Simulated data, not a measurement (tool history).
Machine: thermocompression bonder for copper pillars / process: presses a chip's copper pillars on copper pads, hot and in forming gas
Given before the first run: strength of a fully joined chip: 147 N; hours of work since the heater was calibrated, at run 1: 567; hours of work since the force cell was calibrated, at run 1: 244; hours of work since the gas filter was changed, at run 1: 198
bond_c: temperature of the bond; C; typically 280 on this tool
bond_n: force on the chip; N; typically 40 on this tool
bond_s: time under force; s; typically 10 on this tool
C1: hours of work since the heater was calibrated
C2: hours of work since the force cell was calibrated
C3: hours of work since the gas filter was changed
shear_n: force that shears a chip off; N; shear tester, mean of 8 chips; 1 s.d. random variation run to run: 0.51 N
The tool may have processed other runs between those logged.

{"run": 1, "day": 0.0, "bond_c": 280, "bond_n": 40, "bond_s": 10, "C1": 567, "C2": 244, "C3": 198, "shear_n": 81.5}
{"run": 2, "day": 0.421, "bond_c": 280, "bond_n": 40, "bond_s": 10, "C1": 572, "C2": 249, "C3": 202, "shear_n": 82.0}
{"run": 3, "day": 0.896, "bond_c": 280, "bond_n": 40, "bond_s": 10, "C1": 577, "C2": 254, "C3": 207, "shear_n": 81.2}
{"run": 4, "day": 1.4, "bond_c": 280, "bond_n": 40, "bond_s": 10, "C1": 582, "C2": 259, "C3": 213, "shear_n": 81.3}
{"run": 5, "day": 1.667, "bond_c": 280, "bond_n": 40, "bond_s": 6, "C1": 585, "C2": 262, "C3": 216, "shear_n": 68.1}
{"run": 6, "day": 2.0, "bond_c": 280, "bond_n": 40, "bond_s": 10, "C1": 589, "C2": 266, "C3": 219, "shear_n": 81.7}
{"run": 7, "day": 2.35, "bond_c": 280, "bond_n": 40, "bond_s": 10, "C1": 593, "C2": 270, "C3": 223, "shear_n": 81.5}
{"run": 8, "day": 2.733, "bond_c": 280, "bond_n": 40, "bond_s": 10, "C1": 597, "C2": 274, "C3": 227, "shear_n": 81.1}
{"day": 3.212, "done": "heater calibrated with a thermocouple chip"}
{"run": 9, "day": 3.392, "bond_c": 280, "bond_n": 40, "bond_s": 10, "C1": 2, "C2": 280, "C3": 233, "shear_n": 81.7}
{"run": 10, "day": 3.762, "bond_c": 280, "bond_n": 24, "bond_s": 10, "C1": 6, "C2": 284, "C3": 238, "shear_n": 62.9}
{"run": 11, "day": 4.242, "bond_c": 297, "bond_n": 40, "bond_s": 10, "C1": 11, "C2": 289, "C3": 243, "shear_n": 96.8}
{"run": 12, "day": 4.55, "bond_c": 280, "bond_n": 40, "bond_s": 18, "C1": 14, "C2": 293, "C3": 246, "shear_n": 97.8}
{"run": 13, "day": 5.075, "bond_c": 280, "bond_n": 40, "bond_s": 18, "C1": 20, "C2": 298, "C3": 252, "shear_n": 97.5}
{"run": 14, "day": 5.408, "bond_c": 280, "bond_n": 40, "bond_s": 18, "C1": 24, "C2": 302, "C3": 255, "shear_n": 96.5}
{"run": 15, "day": 5.988, "bond_c": 280, "bond_n": 40, "bond_s": 18, "C1": 30, "C2": 308, "C3": 262, "shear_n": 97.5}
{"run": 16, "day": 6.238, "bond_c": 280, "bond_n": 40, "bond_s": 18, "C1": 33, "C2": 311, "C3": 264, "shear_n": 97.1}
{"run": 17, "day": 6.529, "bond_c": 280, "bond_n": 40, "bond_s": 11, "C1": 36, "C2": 314, "C3": 268, "shear_n": 84.4}
{"run": 18, "day": 6.817, "bond_c": 280, "bond_n": 40, "bond_s": 10, "C1": 39, "C2": 317, "C3": 271, "shear_n": 80.8}
{"day": 6.954, "done": "forming gas filter changed"}
{"run": 19, "day": 7.358, "bond_c": 286, "bond_n": 40, "bond_s": 10, "C1": 45, "C2": 323, "C3": 4, "shear_n": 87.0}
{"run": 20, "day": 7.712, "bond_c": 280, "bond_n": 40, "bond_s": 16, "C1": 49, "C2": 327, "C3": 8, "shear_n": 94.6}
{"run": 21, "day": 7.971, "bond_c": 282, "bond_n": 53, "bond_s": 10, "C1": 51, "C2": 329, "C3": 11, "shear_n": 93.9}
{"run": 22, "day": 8.533, "bond_c": 282, "bond_n": 53, "bond_s": 10, "C1": 57, "C2": 335, "C3": 17, "shear_n": 94.4}
{"run": 23, "day": 8.796, "bond_c": 282, "bond_n": 53, "bond_s": 10, "C1": 60, "C2": 338, "C3": 20, "shear_n": 95.1}
{"run": 24, "day": 9.258, "bond_c": 282, "bond_n": 40, "bond_s": 27, "C1": 65, "C2": 343, "C3": 25, "shear_n": 108.7}
{"run": 25, "day": 9.575, "bond_c": 280, "bond_n": 31, "bond_s": 15, "C1": 69, "C2": 347, "C3": 28, "shear_n": 81.9}
{"run": 26, "day": 10.079, "bond_c": 280, "bond_n": 40, "bond_s": 10, "C1": 74, "C2": 352, "C3": 34, "shear_n": 81.1}
{"run": 27, "day": 10.346, "bond_c": 285, "bond_n": 40, "bond_s": 10, "C1": 77, "C2": 355, "C3": 37, "shear_n": 86.3}
{"run": 28, "day": 10.929, "bond_c": 280, "bond_n": 54, "bond_s": 10, "C1": 83, "C2": 361, "C3": 43, "shear_n": 92.2}
{"run": 29, "day": 11.267, "bond_c": 253, "bond_n": 30, "bond_s": 10, "C1": 87, "C2": 365, "C3": 47, "shear_n": 48.0}
{"run": 30, "day": 11.579, "bond_c": 253, "bond_n": 30, "bond_s": 10, "C1": 90, "C2": 368, "C3": 50, "shear_n": 47.5}
{"run": 31, "day": 12.088, "bond_c": 300, "bond_n": 29, "bond_s": 10, "C1": 96, "C2": 374, "C3": 56, "shear_n": 86.5}
{"run": 32, "day": 12.667, "bond_c": 300, "bond_n": 29, "bond_s": 10, "C1": 102, "C2": 380, "C3": 62, "shear_n": 87.9}
{"run": 33, "day": 13.038, "bond_c": 274, "bond_n": 35, "bond_s": 27, "C1": 106, "C2": 384, "C3": 66, "shear_n": 96.8}
{"run": 34, "day": 13.417, "bond_c": 274, "bond_n": 31, "bond_s": 22, "C1": 110, "C2": 388, "C3": 70, "shear_n": 86.8}
{"run": 35, "day": 13.733, "bond_c": 280, "bond_n": 31, "bond_s": 10, "C1": 114, "C2": 392, "C3": 73, "shear_n": 71.8}
{"run": 36, "day": 14.254, "bond_c": 280, "bond_n": 30, "bond_s": 8, "C1": 120, "C2": 398, "C3": 79, "shear_n": 65.1}
{"run": 37, "day": 14.592, "bond_c": 296, "bond_n": 32, "bond_s": 22, "C1": 123, "C2": 401, "C3": 83, "shear_n": 108.5}
{"run": 38, "day": 14.925, "bond_c": 296, "bond_n": 32, "bond_s": 22, "C1": 127, "C2": 405, "C3": 86, "shear_n": 108.5}
{"run": 39, "day": 15.475, "bond_c": 283, "bond_n": 36, "bond_s": 12, "C1": 133, "C2": 411, "C3": 92, "shear_n": 84.6}

For each entry between runs, how does the tool's hidden state at the last listed run before it compare with that at the first listed run after it?
Run 8 -> run 9: heater calibrated with a thermocouple chip (day 3.212)
  true temperature of the bond over the reading, C: 0.2 -> 0
Run 18 -> run 19: forming gas filter changed (day 6.954)
  oxide that the forming gas leaves, % of the face: 0.56 -> 0.5
